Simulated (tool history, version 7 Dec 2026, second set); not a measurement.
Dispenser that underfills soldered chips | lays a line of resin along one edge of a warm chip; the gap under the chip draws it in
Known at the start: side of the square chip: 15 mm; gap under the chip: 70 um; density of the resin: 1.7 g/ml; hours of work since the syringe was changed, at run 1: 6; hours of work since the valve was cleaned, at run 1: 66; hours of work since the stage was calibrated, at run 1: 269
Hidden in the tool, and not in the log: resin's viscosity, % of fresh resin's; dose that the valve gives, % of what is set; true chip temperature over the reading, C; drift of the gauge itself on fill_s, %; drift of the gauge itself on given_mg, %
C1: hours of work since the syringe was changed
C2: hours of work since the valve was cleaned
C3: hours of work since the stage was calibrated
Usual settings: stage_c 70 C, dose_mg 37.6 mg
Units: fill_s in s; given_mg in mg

{"run": 1, "hour": 0.0, "stage_c": 70, "dose_mg": 37.6, "C1": 6, "C2": 66, "C3": 269, "fill_s": 59.7, "given_mg": 35.8}
{"hour": 4.7, "done": "dispensing valve cleaned and set on the balance"}
{"hour": 7.2, "done": "new syringe of resin"}
{"run": 2, "hour": 9.6, "stage_c": 70, "dose_mg": 37.6, "C1": 2, "C2": 3, "C3": 275, "fill_s": 51.7, "given_mg": 37.69}
{"run": 3, "hour": 15.9, "stage_c": 70, "dose_mg": 37.6, "C1": 7, "C2": 8, "C3": 280, "fill_s": 63.4, "given_mg": 37.72}
{"hour": 21.3, "done": "new syringe of resin"}
{"run": 4, "hour": 25.0, "stage_c": 69, "dose_mg": 37.6, "C1": 3, "C2": 15, "C3": 287, "fill_s": 55.9, "given_mg": 37.21}
{"run": 5, "hour": 30.8, "stage_c": 69, "dose_mg": 37.6, "C1": 7, "C2": 19, "C3": 291, "fill_s": 66.6, "given_mg": 37.26}
{"hour": 35.3, "done": "new syringe of resin"}
{"run": 6, "hour": 38.8, "stage_c": 70, "dose_mg": 42.7, "C1": 3, "C2": 25, "C3": 297, "fill_s": 51.7, "given_mg": 42.03}
{"run": 7, "hour": 43.8, "stage_c": 84, "dose_mg": 37.6, "C1": 6, "C2": 29, "C3": 301, "fill_s": 37.6, "given_mg": 37.15}
{"hour": 49.1, "done": "new syringe of resin"}
{"run": 8, "hour": 50.8, "stage_c": 67, "dose_mg": 37.6, "C1": 1, "C2": 34, "C3": 306, "fill_s": 54.4, "given_mg": 36.92}
{"run": 9, "hour": 57.8, "stage_c": 67, "dose_mg": 37.6, "C1": 6, "C2": 39, "C3": 311, "fill_s": 70.1, "given_mg": 36.67}
{"hour": 63.4, "done": "new syringe of resin"}
{"run": 10, "hour": 65.8, "stage_c": 70, "dose_mg": 44.4, "C1": 2, "C2": 45, "C3": 317, "fill_s": 48.8, "given_mg": 42.96}
{"run": 11, "hour": 72.2, "stage_c": 70, "dose_mg": 44.4, "C1": 7, "C2": 49, "C3": 321, "fill_s": 60.8, "given_mg": 43.14}
{"hour": 78.0, "done": "new syringe of resin"}
{"run": 12, "hour": 79.8, "stage_c": 84, "dose_mg": 37.6, "C1": 1, "C2": 55, "C3": 327, "fill_s": 30.1, "given_mg": 36.18}
{"run": 13, "hour": 86.0, "stage_c": 57, "dose_mg": 37.6, "C1": 6, "C2": 60, "C3": 332, "fill_s": 98.2, "given_mg": 36.08}
{"hour": 92.5, "done": "new syringe of resin"}
{"run": 14, "hour": 94.4, "stage_c": 57, "dose_mg": 37.6, "C1": 1, "C2": 66, "C3": 338, "fill_s": 82.5, "given_mg": 36.2}
{"hour": 99.5, "done": "dispensing valve cleaned and set on the balance"}
{"run": 15, "hour": 102.9, "stage_c": 57, "dose_mg": 37.6, "C1": 7, "C2": 3, "C3": 343, "fill_s": 104.9, "given_mg": 37.46}
{"hour": 107.2, "done": "new syringe of resin"}
{"run": 16, "hour": 114.0, "stage_c": 70, "dose_mg": 47, "C1": 5, "C2": 11, "C3": 351, "fill_s": 57.2, "given_mg": 46.5}
{"hour": 121.2, "done": "new syringe of resin"}
{"run": 17, "hour": 121.3, "stage_c": 61, "dose_mg": 47, "C1": 0, "C2": 16, "C3": 357, "fill_s": 63.1, "given_mg": 46.33}
{"run": 18, "hour": 130.9, "stage_c": 61, "dose_mg": 35.7, "C1": 7, "C2": 23, "C3": 364, "fill_s": 92.5, "given_mg": 35.2}
{"hour": 135.0, "done": "new syringe of resin"}
{"run": 19, "hour": 138.5, "stage_c": 61, "dose_mg": 35.7, "C1": 3, "C2": 29, "C3": 369, "fill_s": 73.3, "given_mg": 35.22}
{"run": 20, "hour": 143.1, "stage_c": 58, "dose_mg": 42, "C1": 6, "C2": 32, "C3": 373, "fill_s": 91.5, "given_mg": 40.89}
{"run": 21, "hour": 147.8, "stage_c": 58, "dose_mg": 42, "C1": 10, "C2": 36, "C3": 376, "fill_s": 109, "given_mg": 40.95}
{"hour": 149.1, "done": "new syringe of resin"}
{"run": 22, "hour": 158.4, "stage_c": 58, "dose_mg": 42, "C1": 7, "C2": 43, "C3": 384, "fill_s": 97.1, "given_mg": 40.77}
{"hour": 163.1, "done": "new syringe of resin"}
{"run": 23, "hour": 167.7, "stage_c": 58, "dose_mg": 42, "C1": 3, "C2": 50, "C3": 391, "fill_s": 83.2, "given_mg": 40.74}
{"hour": 176.8, "done": "new syringe of resin"}
{"run": 24, "hour": 176.8, "stage_c": 58, "dose_mg": 42, "C1": 0, "C2": 57, "C3": 397, "fill_s": 71.9, "given_mg": 40.57}
{"run": 25, "hour": 185.0, "stage_c": 74, "dose_mg": 45.3, "C1": 6, "C2": 63, "C3": 403, "fill_s": 51.4, "given_mg": 43.35}
{"hour": 191.4, "done": "new syringe of resin"}
{"run": 26, "hour": 191.4, "stage_c": 74, "dose_mg": 41.8, "C1": 0, "C2": 67, "C3": 408, "fill_s": 38.8, "given_mg": 39.78}
{"hour": 194.1, "done": "dispensing valve cleaned and set on the balance"}
{"run": 27, "hour": 202.5, "stage_c": 58, "dose_mg": 41.1, "C1": 8, "C2": 6, "C3": 416, "fill_s": 99.5, "given_mg": 40.98}
{"hour": 206.6, "done": "new syringe of resin"}
{"hour": 207.6, "done": "stage's temperature calibrated"}
{"run": 28, "hour": 214.5, "stage_c": 59, "dose_mg": 40.7, "C1": 5, "C2": 14, "C3": 5, "fill_s": 100.1, "given_mg": 40.18}
{"hour": 221.9, "done": "new syringe of resin"}
{"run": 29, "hour": 223.0, "stage_c": 64, "dose_mg": 32, "C1": 1, "C2": 20, "C3": 11, "fill_s": 68.6, "given_mg": 31.52}
{"run": 30, "hour": 231.5, "stage_c": 64, "dose_mg": 32, "C1": 7, "C2": 27, "C3": 18, "fill_s": 91.4, "given_mg": 31.23}
{"hour": 236.0, "done": "new syringe of resin"}
{"run": 31, "hour": 237.4, "stage_c": 83, "dose_mg": 43.4, "C1": 1, "C2": 31, "C3": 22, "fill_s": 33.2, "given_mg": 42.68}
{"run": 32, "hour": 246.0, "stage_c": 83, "dose_mg": 43.4, "C1": 7, "C2": 37, "C3": 28, "fill_s": 43.9, "given_mg": 42.47}
{"hour": 250.7, "done": "new syringe of resin"}
{"run": 33, "hour": 253.9, "stage_c": 57, "dose_mg": 37.6, "C1": 2, "C2": 43, "C3": 34, "fill_s": 92.5, "given_mg": 36.52}
{"run": 34, "hour": 262.9, "stage_c": 67, "dose_mg": 36.2, "C1": 9, "C2": 50, "C3": 41, "fill_s": 85, "given_mg": 34.92}
{"hour": 264.7, "done": "new syringe of resin"}
{"run": 35, "hour": 268.8, "stage_c": 75, "dose_mg": 33.5, "C1": 3, "C2": 54, "C3": 45, "fill_s": 50.5, "given_mg": 32.23}
{"run": 36, "hour": 277.5, "stage_c": 75, "dose_mg": 32.6, "C1": 10, "C2": 61, "C3": 51, "fill_s": 68.2, "given_mg": 31.36}

3 ways to go on from here, each from the tool as it stands after run 36. What would each give?
{"hour": 278.6, "done": "new syringe of resin"}
{"run": "A", "hour": 286.3, "stage_c": 61, "dose_mg": 32.6, "C1": 6, "C2": 67, "C3": 58, "fill_s": "?", "given_mg": "?"}
{"hour": 278.6, "done": "new syringe of resin"}
{"run": "B", "hour": 286.3, "stage_c": 84, "dose_mg": 42.3, "C1": 6, "C2": 67, "C3": 58, "fill_s": "?", "given_mg": "?"}
{"hour": 278.6, "done": "new syringe of resin"}
{"run": "C", "hour": 286.3, "stage_c": 84, "dose_mg": 32.6, "C1": 6, "C2": 67, "C3": 58, "fill_s": "?", "given_mg": "?"}

run=A fill_s=99.6 given_mg=31.2
run=B fill_s=38.1 given_mg=40.47
run=C fill_s=41.9 given_mg=31.26
Without the tool's hidden state the same runs would have given:
run=A fill_s=75.1 given_mg=32.68
run=B fill_s=29.1 given_mg=42.39
run=C fill_s=31.6 given_mg=32.74

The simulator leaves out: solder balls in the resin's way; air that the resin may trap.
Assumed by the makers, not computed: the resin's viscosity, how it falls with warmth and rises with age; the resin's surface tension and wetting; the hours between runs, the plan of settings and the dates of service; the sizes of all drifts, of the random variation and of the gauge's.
